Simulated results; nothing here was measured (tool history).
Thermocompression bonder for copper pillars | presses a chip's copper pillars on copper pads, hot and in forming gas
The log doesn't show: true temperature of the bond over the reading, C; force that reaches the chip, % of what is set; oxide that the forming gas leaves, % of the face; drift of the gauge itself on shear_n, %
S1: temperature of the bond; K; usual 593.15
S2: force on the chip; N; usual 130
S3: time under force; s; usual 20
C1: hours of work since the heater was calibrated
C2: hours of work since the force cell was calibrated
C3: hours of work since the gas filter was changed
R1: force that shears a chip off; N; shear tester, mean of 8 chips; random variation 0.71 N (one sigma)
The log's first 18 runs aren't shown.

{"hour": 1018.5, "done": "heater calibrated with a thermocouple chip"}
{"run": 19, "hour": 1036.7, "S1": 582.15, "S2": 134, "S3": 35, "C1": 10, "C2": 1423, "C3": 66, "R1": 88.5}
{"run": 20, "hour": 1096.0, "S1": 563.15, "S2": 135, "S3": 11, "C1": 42, "C2": 1456, "C3": 98, "R1": 56.5}
{"run": 21, "hour": 1154.7, "S1": 563.15, "S2": 135, "S3": 11, "C1": 74, "C2": 1487, "C3": 130, "R1": 56.6}
{"run": 22, "hour": 1188.5, "S1": 592.15, "S2": 159, "S3": 18, "C1": 92, "C2": 1506, "C3": 148, "R1": 88.5}
{"run": 23, "hour": 1234.3, "S1": 619.15, "S2": 86, "S3": 17, "C1": 117, "C2": 1530, "C3": 173, "R1": 70.9}
{"run": 24, "hour": 1304.0, "S1": 600.15, "S2": 141, "S3": 12, "C1": 155, "C2": 1568, "C3": 210, "R1": 80.0}
{"run": 25, "hour": 1355.7, "S1": 600.15, "S2": 141, "S3": 12, "C1": 183, "C2": 1596, "C3": 238, "R1": 78.6}
{"run": 26, "hour": 1434.0, "S1": 585.15, "S2": 141, "S3": 19, "C1": 225, "C2": 1639, "C3": 281, "R1": 80.0}
{"run": 27, "hour": 1502.1, "S1": 578.15, "S2": 156, "S3": 52, "C1": 262, "C2": 1675, "C3": 318, "R1": 98.4}
{"run": 28, "hour": 1563.0, "S1": 621.15, "S2": 156, "S3": 14, "C1": 295, "C2": 1708, "C3": 351, "R1": 95.4}
{"run": 29, "hour": 1614.8, "S1": 621.15, "S2": 141, "S3": 36, "C1": 323, "C2": 1736, "C3": 379, "R1": 103.3}
{"run": 30, "hour": 1698.1, "S1": 580.15, "S2": 102, "S3": 35, "C1": 368, "C2": 1782, "C3": 424, "R1": 73.7}
{"run": 31, "hour": 1781.0, "S1": 580.15, "S2": 102, "S3": 35, "C1": 413, "C2": 1826, "C3": 469, "R1": 73.6}
{"run": 32, "hour": 1816.8, "S1": 564.15, "S2": 139, "S3": 13, "C1": 432, "C2": 1846, "C3": 488, "R1": 61.6}
{"hour": 1828.0, "done": "forming gas filter changed"}
{"run": 33, "hour": 1898.2, "S1": 621.15, "S2": 130, "S3": 20, "C1": 476, "C2": 1890, "C3": 38, "R1": 93.8}

Forecast each of these 3 alternatives for the next run:
{"run": "A", "hour": 1934.0, "S1": 623.15, "S2": 158, "S3": 20, "C1": 495, "C2": 1909, "C3": 57, "R1": "?"}
{"run": "B", "hour": 1934.0, "S1": 621.15, "S2": 147, "S3": 20, "C1": 495, "C2": 1909, "C3": 57, "R1": "?"}
{"run": "C", "hour": 1934.0, "S1": 621.15, "S2": 130, "S3": 43, "C1": 495, "C2": 1909, "C3": 57, "R1": "?"}

run=A R1=101.1
run=B R1=99.3
run=C R1=103.7
Without the tool's hidden state the same runs would have given:
run=A R1=101.3
run=B R1=99.4
run=C R1=103.8
